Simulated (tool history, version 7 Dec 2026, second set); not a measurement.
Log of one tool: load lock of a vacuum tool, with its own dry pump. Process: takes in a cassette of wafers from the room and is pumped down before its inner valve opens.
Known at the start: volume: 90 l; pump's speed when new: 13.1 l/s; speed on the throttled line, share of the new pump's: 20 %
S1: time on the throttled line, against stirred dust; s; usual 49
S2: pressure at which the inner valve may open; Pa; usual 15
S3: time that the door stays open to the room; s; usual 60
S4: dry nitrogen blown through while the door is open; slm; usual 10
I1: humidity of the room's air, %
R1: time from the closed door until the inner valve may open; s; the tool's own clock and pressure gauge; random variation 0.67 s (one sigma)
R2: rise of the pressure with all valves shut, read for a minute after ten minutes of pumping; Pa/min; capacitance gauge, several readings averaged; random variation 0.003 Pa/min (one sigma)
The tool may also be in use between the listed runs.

run 1 hour=0 | S1=49 S2=15 S3=60 S4=10 | I1=45.7 | R1=106.7 R2=0.206
run 2 hour=339.6 | S1=49 S2=15 S3=60 S4=10 | I1=44.9 | R1=107 R2=0.225
run 3 hour=521.6 | S1=49 S2=15 S3=60 S4=10 | I1=41.7 | R1=107.9 R2=0.24
run 4 hour=859.9 | S1=49 S2=15 S3=60 S4=14 | I1=47.2 | R1=108.1 R2=0.266
run 5 hour=1092 | S1=50 S2=15 S3=60 S4=10 | I1=45.9 | R1=109.6 R2=0.281
run 6 hour=1294.7 | S1=50 S2=15 S3=60 S4=10 | I1=44.9 | R1=109.7 R2=0.299
run 7 hour=1561.9 | S1=33 S2=15 S3=60 S4=10 | I1=49.7 | R1=96.7 R2=0.324
run 8 hour=1728.5 | S1=33 S2=15 S3=60 S4=10 | I1=45.1 | R1=96.4 R2=0.334
run 9 hour=2027.3 | S1=33 S2=15 S3=60 S4=10 | I1=45.8 | R1=97.2 R2=0.014
run 10 hour=2307.1 | S1=33 S2=15 S3=60 S4=10 | I1=46.1 | R1=96.8 R2=0.019
run 11 hour=2445.3 | S1=49 S2=15 S3=60 S4=10 | I1=46 | R1=109.6 R2=0.021
run 12 hour=2676.4 | S1=49 S2=15 S3=57 S4=10 | I1=41.4 | R1=108.6 R2=0.023
run 13 hour=2841.3 | S1=49 S2=15 S3=57 S4=10 | I1=41.6 | R1=110.8 R2=0.023
run 14 hour=3016.8 | S1=49 S2=15 S3=57 S4=10 | I1=47.3 | R1=111.8 R2=0.034
run 15 hour=3270.9 | S1=49 S2=15 S3=208 S4=10 | I1=42.6 | R1=110 R2=0.049
run 16 hour=3588.7 | S1=49 S2=15 S3=208 S4=10 | I1=45.3 | R1=109.9 R2=0.055
run 17 hour=3916.1 | S1=46 S2=15 S3=49 S4=33 | I1=45.1 | R1=108.1 R2=0.052
run 18 hour=4085.9 | S1=49 S2=15 S3=188 S4=10 | I1=43.9 | R1=110 R2=0.074
run 19 hour=4301.6 | S1=49 S2=15 S3=188 S4=10 | I1=48.3 | R1=110.4 R2=0.086
run 20 hour=4513.2 | S1=49 S2=21 S3=60 S4=11 | I1=49.5 | R1=107.6 R2=0.085
run 21 hour=4705.2 | S1=59 S2=16 S3=29 S4=6 | I1=41.4 | R1=117.7 R2=0.087
run 22 hour=4974.2 | S1=59 S2=16 S3=29 S4=6 | I1=46.1 | R1=116.7 R2=0.098
run 23 hour=5205.2 | S1=59 S2=16 S3=29 S4=6 | I1=45.6 | R1=119.2 R2=0.11
run 24 hour=5407.7 | S1=35 S2=16 S3=79 S4=30 | I1=45.2 | R1=100.8 R2=0.107
run 25 hour=5566.5 | S1=39 S2=10 S3=79 S4=41 | I1=45.3 | R1=108.4 R2=0.116
run 26 hour=5885.1 | S1=49 S2=15 S3=60 S4=8 | I1=46.4 | R1=112 R2=0.141
run 27 hour=6202.7 | S1=49 S2=15 S3=62 S4=8 | I1=47.3 | R1=113.7 R2=0.157
run 28 hour=6442.2 | S1=49 S2=15 S3=62 S4=8 | I1=47.4 | R1=112.7 R2=0.165
run 29 hour=6698.5 | S1=49 S2=15 S3=62 S4=8 | I1=48 | R1=113.8 R2=0.181
run 30 hour=6973.8 | S1=49 S2=15 S3=62 S4=8 | I1=42.2 | R1=111.6 R2=0.2
run 31 hour=7167.9 | S1=49 S2=15 S3=62 S4=8 | I1=45.4 | R1=112.4 R2=0.213

Not shown: 1 entry that the log had between the listed runs. Between which runs, and how does the tool's hidden state differ before and after?
Between runs 8 and 9: door's seal changed, seat wiped (hour 1985.8)
  pump's speed, % of a new pump's: 85.6 -> 85.3; leak at the door's seal, Pa l/s: 0.4875 -> 0.0043
  measured less the result without the state, R1: +9.2 -> +9.4 s; R2: +0.322 -> +0.002 Pa/min

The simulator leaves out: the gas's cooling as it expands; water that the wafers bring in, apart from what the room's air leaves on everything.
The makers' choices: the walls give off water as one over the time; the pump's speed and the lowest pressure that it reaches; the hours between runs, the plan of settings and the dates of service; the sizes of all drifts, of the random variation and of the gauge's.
